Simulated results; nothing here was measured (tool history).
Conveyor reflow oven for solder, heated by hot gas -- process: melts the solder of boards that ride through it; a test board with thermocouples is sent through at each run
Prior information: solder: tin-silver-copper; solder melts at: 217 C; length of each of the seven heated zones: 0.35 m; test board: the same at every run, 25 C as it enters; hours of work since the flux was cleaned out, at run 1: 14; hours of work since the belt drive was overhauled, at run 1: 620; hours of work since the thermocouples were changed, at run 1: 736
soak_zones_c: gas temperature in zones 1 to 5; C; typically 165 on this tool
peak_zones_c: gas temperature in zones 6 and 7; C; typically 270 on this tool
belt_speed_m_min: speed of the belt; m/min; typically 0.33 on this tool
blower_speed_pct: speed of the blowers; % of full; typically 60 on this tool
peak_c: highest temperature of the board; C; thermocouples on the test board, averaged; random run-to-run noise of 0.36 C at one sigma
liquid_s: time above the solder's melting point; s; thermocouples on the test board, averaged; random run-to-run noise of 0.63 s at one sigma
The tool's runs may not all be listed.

run    hour  soak_zones_c  peak_zones_c  belt_speed_m_min  blower_speed_pct  hours of work since the flux was cleaned out  hours of work since the belt drive was overhauled  hours of work since the thermocouples were changed  peak_c  liquid_s
  1       0           165           270              0.33                60                                            14                                                620                                                 736   259.1       102
  2    38.4           165           270              0.33                60                                            36                                                642                                                 759   259.5     101.7
  3    70.7           165           270              0.33                60                                            55                                                661                                                 777   258.6       101
  4      98           165           270              0.33                60                                            71                                                677                                                 793   259.1     101.5
  5   133.6           165           270              0.33                69                                            91                                                698                                                 814   260.7     102.7
  6   182.3           165           270              0.33                69                                           119                                                726                                                 842   260.2     102.6
      234.2  -- thermocouples of zones 6 and 7 changed
  7   249.3           165           270             0.278                60                                           157                                                763                                                   9   261.1     124.5
  8   312.1           165           270             0.278                60                                           194                                                800                                                  45     261     125.7
  9   353.6           165           270              0.33                60                                           218                                                824                                                  69   256.6     100.1
 10   406.5           165           270             0.315                60                                           248                                                855                                                 100   258.6     105.8
 11   434.4           165           270             0.315                60                                           264                                                871                                                 116   258.3       105
 12     462           165           270             0.396                60                                           280                                                887                                                 132   250.6      74.3
 13   500.8           165           270             0.289                60                                           303                                                909                                                 155   260.6     119.7
 14   546.7           165           270             0.289                60                                           330                                                936                                                 181   260.4     118.9
 15   596.9           165           270             0.289                60                                           359                                                965                                                 210   260.1     120.2
      614.2  -- belt drive overhauled, speed set with a stopwatch
      627.6  -- flux residue cleaned out of gas plates and filters
 16     654           165           270             0.289                60                                            15                                                 20                                                 238   260.9       117
 17   715.9           165           270             0.332                59                                            51                                                 56                                                 274   256.8      97.3
 18   752.9           172           259             0.357                64                                            73                                                 78                                                 295   246.8      80.8
 19   783.7           172           259             0.357                64                                            90                                                 95                                                 313   246.7      81.9
 20   840.1           172           259             0.357                64                                           123                                                128                                                 346     246      80.4
 21   870.4           153           267             0.373                71                                           141                                                146                                                 364   249.4      72.9
 22   914.9           165           270             0.272                60                                           167                                                171                                                 389   262.3     127.6
 23   958.3           173           272             0.335                68                                           192                                                197                                                 414   260.5     104.3
 24   985.9           173           272             0.335                68                                           208                                                213                                                 431   260.5     104.1
 25  1034.5           173           268             0.335                57                                           236                                                241                                                 459     255      98.4
 26  1067.8           180           266             0.264                74                                           255                                                260                                                 478   261.8     141.5
 27  1113.3           150           270             0.283                60                                           282                                                286                                                 504   259.6     112.3

The next listed run, before its measurement:
 28  1173.3           162           270             0.273                60                                           316                                                321                                                 539       ?         ?

{"run 28": {"peak_c": 261.9, "liquid_s": 125.8}}
With no hidden state in the tool, this same run would have given peak_c 261.4 C, liquid_s 125.2 s.

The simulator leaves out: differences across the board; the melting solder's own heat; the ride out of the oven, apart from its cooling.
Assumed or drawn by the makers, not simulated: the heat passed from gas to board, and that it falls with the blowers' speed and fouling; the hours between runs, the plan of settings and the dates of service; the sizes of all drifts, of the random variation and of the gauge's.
